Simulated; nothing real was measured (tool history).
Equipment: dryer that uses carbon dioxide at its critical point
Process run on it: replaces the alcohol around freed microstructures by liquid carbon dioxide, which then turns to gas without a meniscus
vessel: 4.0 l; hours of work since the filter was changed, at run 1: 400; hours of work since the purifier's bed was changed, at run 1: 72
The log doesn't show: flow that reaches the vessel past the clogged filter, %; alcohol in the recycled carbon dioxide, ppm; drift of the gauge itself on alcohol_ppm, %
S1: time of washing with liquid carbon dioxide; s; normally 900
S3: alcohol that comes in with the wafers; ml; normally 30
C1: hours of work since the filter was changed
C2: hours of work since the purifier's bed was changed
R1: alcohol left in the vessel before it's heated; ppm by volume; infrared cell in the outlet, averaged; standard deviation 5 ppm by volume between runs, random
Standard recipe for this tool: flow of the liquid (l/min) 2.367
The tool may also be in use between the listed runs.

{"run": 1, "hour": 0.0, "S1": 900, "flow of the liquid (l/min)": 2.367, "S3": 30, "C1": 400, "C2": 72, "R1": 44}
{"run": 2, "hour": 7.7, "S1": 900, "flow of the liquid (l/min)": 2.367, "S3": 30, "C1": 403, "C2": 75, "R1": 39}
{"run": 3, "hour": 14.4, "S1": 900, "flow of the liquid (l/min)": 2.47, "S3": 30, "C1": 407, "C2": 79, "R1": 36}
{"run": 4, "hour": 26.7, "S1": 900, "flow of the liquid (l/min)": 2.79, "S3": 30, "C1": 413, "C2": 85, "R1": 41}
{"run": 5, "hour": 32.6, "S1": 900, "flow of the liquid (l/min)": 2.79, "S3": 30, "C1": 416, "C2": 88, "R1": 26}
{"run": 6, "hour": 43.8, "S1": 900, "flow of the liquid (l/min)": 2.79, "S3": 30, "C1": 422, "C2": 94, "R1": 36}
{"run": 7, "hour": 55.7, "S1": 900, "flow of the liquid (l/min)": 2.367, "S3": 115, "C1": 427, "C2": 99, "R1": 104}
{"run": 8, "hour": 63.4, "S1": 900, "flow of the liquid (l/min)": 2.367, "S3": 115, "C1": 431, "C2": 103, "R1": 115}
{"run": 9, "hour": 72.1, "S1": 900, "flow of the liquid (l/min)": 2.367, "S3": 115, "C1": 436, "C2": 108, "R1": 127}
{"run": 10, "hour": 78.4, "S1": 900, "flow of the liquid (l/min)": 2.367, "S3": 115, "C1": 439, "C2": 111, "R1": 112}
{"run": 11, "hour": 83.8, "S1": 900, "flow of the liquid (l/min)": 1.7, "S3": 30, "C1": 442, "C2": 113, "R1": 155}
{"run": 12, "hour": 90.9, "S1": 900, "flow of the liquid (l/min)": 2.367, "S3": 30, "C1": 445, "C2": 117, "R1": 43}
{"run": 13, "hour": 97.7, "S1": 900, "flow of the liquid (l/min)": 3.69, "S3": 30, "C1": 448, "C2": 120, "R1": 38}
{"run": 14, "hour": 110.7, "S1": 900, "flow of the liquid (l/min)": 3.69, "S3": 30, "C1": 455, "C2": 127, "R1": 34}
{"run": 15, "hour": 123.1, "S1": 900, "flow of the liquid (l/min)": 2.367, "S3": 30, "C1": 461, "C2": 133, "R1": 54}
{"run": 16, "hour": 131.9, "S1": 600, "flow of the liquid (l/min)": 2.367, "S3": 30, "C1": 466, "C2": 138, "R1": 191}
{"run": 17, "hour": 141.9, "S1": 600, "flow of the liquid (l/min)": 2.367, "S3": 21, "C1": 471, "C2": 143, "R1": 154}
{"run": 18, "hour": 149.2, "S1": 600, "flow of the liquid (l/min)": 2.367, "S3": 21, "C1": 474, "C2": 146, "R1": 148}
{"run": 19, "hour": 155.3, "S1": 600, "flow of the liquid (l/min)": 2.367, "S3": 21, "C1": 477, "C2": 149, "R1": 150}
{"run": 20, "hour": 164.9, "S1": 900, "flow of the liquid (l/min)": 2.367, "S3": 30, "C1": 482, "C2": 154, "R1": 58}
{"run": 21, "hour": 176.9, "S1": 900, "flow of the liquid (l/min)": 2.367, "S3": 30, "C1": 488, "C2": 160, "R1": 54}
{"run": 22, "hour": 186.1, "S1": 1140, "flow of the liquid (l/min)": 2.367, "S3": 30, "C1": 493, "C2": 165, "R1": 35}
{"run": 23, "hour": 193.5, "S1": 900, "flow of the liquid (l/min)": 2.367, "S3": 60, "C1": 496, "C2": 168, "R1": 76}
{"run": 24, "hour": 204.0, "S1": 840, "flow of the liquid (l/min)": 2.367, "S3": 30, "C1": 502, "C2": 174, "R1": 77}
{"run": 25, "hour": 213.2, "S1": 660, "flow of the liquid (l/min)": 3.29, "S3": 30, "C1": 506, "C2": 178, "R1": 46}
{"run": 26, "hour": 222.2, "S1": 720, "flow of the liquid (l/min)": 3.29, "S3": 34, "C1": 511, "C2": 183, "R1": 51}
{"run": 27, "hour": 234.2, "S1": 720, "flow of the liquid (l/min)": 3.29, "S3": 34, "C1": 517, "C2": 189, "R1": 55}
{"run": 28, "hour": 242.6, "S1": 1260, "flow of the liquid (l/min)": 2.367, "S3": 27, "C1": 521, "C2": 193, "R1": 51}
{"run": 29, "hour": 251.0, "S1": 1140, "flow of the liquid (l/min)": 2.85, "S3": 30, "C1": 525, "C2": 197, "R1": 45}
{"run": 30, "hour": 263.0, "S1": 600, "flow of the liquid (l/min)": 2.367, "S3": 30, "C1": 531, "C2": 203, "R1": 220}
{"run": 31, "hour": 270.0, "S1": 900, "flow of the liquid (l/min)": 2.37, "S3": 42, "C1": 535, "C2": 207, "R1": 83}
{"run": 32, "hour": 281.4, "S1": 900, "flow of the liquid (l/min)": 2.37, "S3": 42, "C1": 540, "C2": 212, "R1": 85}
{"run": 33, "hour": 288.3, "S1": 900, "flow of the liquid (l/min)": 2.367, "S3": 56, "C1": 544, "C2": 216, "R1": 91}
{"run": 34, "hour": 299.4, "S1": 1260, "flow of the liquid (l/min)": 3.65, "S3": 57, "C1": 549, "C2": 221, "R1": 41}
{"run": 35, "hour": 306.2, "S1": 1260, "flow of the liquid (l/min)": 3.65, "S3": 57, "C1": 553, "C2": 225, "R1": 44}
{"run": 36, "hour": 315.3, "S1": 1260, "flow of the liquid (l/min)": 3.65, "S3": 57, "C1": 557, "C2": 229, "R1": 54}
{"run": 37, "hour": 323.4, "S1": 1260, "flow of the liquid (l/min)": 3.65, "S3": 57, "C1": 561, "C2": 233, "R1": 51}
{"run": 38, "hour": 332.4, "S1": 1260, "flow of the liquid (l/min)": 2.52, "S3": 27, "C1": 566, "C2": 238, "R1": 56}
{"run": 39, "hour": 338.4, "S1": 1260, "flow of the liquid (l/min)": 2.52, "S3": 27, "C1": 569, "C2": 241, "R1": 51}
{"run": 40, "hour": 346.9, "S1": 1260, "flow of the liquid (l/min)": 2.52, "S3": 27, "C1": 573, "C2": 245, "R1": 50}
{"run": 41, "hour": 356.3, "S1": 900, "flow of the liquid (l/min)": 3.46, "S3": 97, "C1": 578, "C2": 250, "R1": 57}
{"hour": 367.0, "done": "inlet filter changed"}
{"run": 42, "hour": 367.5, "S1": 900, "flow of the liquid (l/min)": 3.46, "S3": 97, "C1": 0, "C2": 255, "R1": 46}
{"run": 43, "hour": 376.2, "S1": 780, "flow of the liquid (l/min)": 3.46, "S3": 28, "C1": 5, "C2": 259, "R1": 62}
{"run": 44, "hour": 387.6, "S1": 960, "flow of the liquid (l/min)": 1.54, "S3": 38, "C1": 10, "C2": 265, "R1": 188}
{"run": 45, "hour": 400.2, "S1": 900, "flow of the liquid (l/min)": 3.96, "S3": 38, "C1": 17, "C2": 271, "R1": 52}
{"run": 46, "hour": 406.9, "S1": 720, "flow of the liquid (l/min)": 2.51, "S3": 78, "C1": 20, "C2": 274, "R1": 136}

Measured result minus the same run's result without the hidden state. Both carry the same run-to-run variation, though not necessarily the same gauge scatter:
run=1 R1=+24
run=2 R1=+24
run=3 R1=+23
run=4 R1=+20
run=5 R1=+21
run=6 R1=+21
run=7 R1=+55
run=8 R1=+58
run=9 R1=+60
run=10 R1=+60
run=11 R1=+64
run=12 R1=+32
run=13 R1=+24
run=14 R1=+25
run=15 R1=+36
run=16 R1=+77
run=17 R1=+63
run=18 R1=+65
run=19 R1=+67
run=20 R1=+40
run=21 R1=+41
run=22 R1=+34
run=23 R1=+53
run=24 R1=+49
run=25 R1=+42
run=26 R1=+43
run=27 R1=+42
run=28 R1=+38
run=29 R1=+39
run=30 R1=+100
run=31 R1=+55
run=32 R1=+58
run=33 R1=+66
run=34 R1=+41
run=35 R1=+43
run=36 R1=+43
run=37 R1=+44
run=38 R1=+45
run=39 R1=+47
run=40 R1=+47
run=41 R1=+51
run=42 R1=+46
run=43 R1=+50
run=44 R1=+53
run=45 R1=+52
run=46 R1=+53
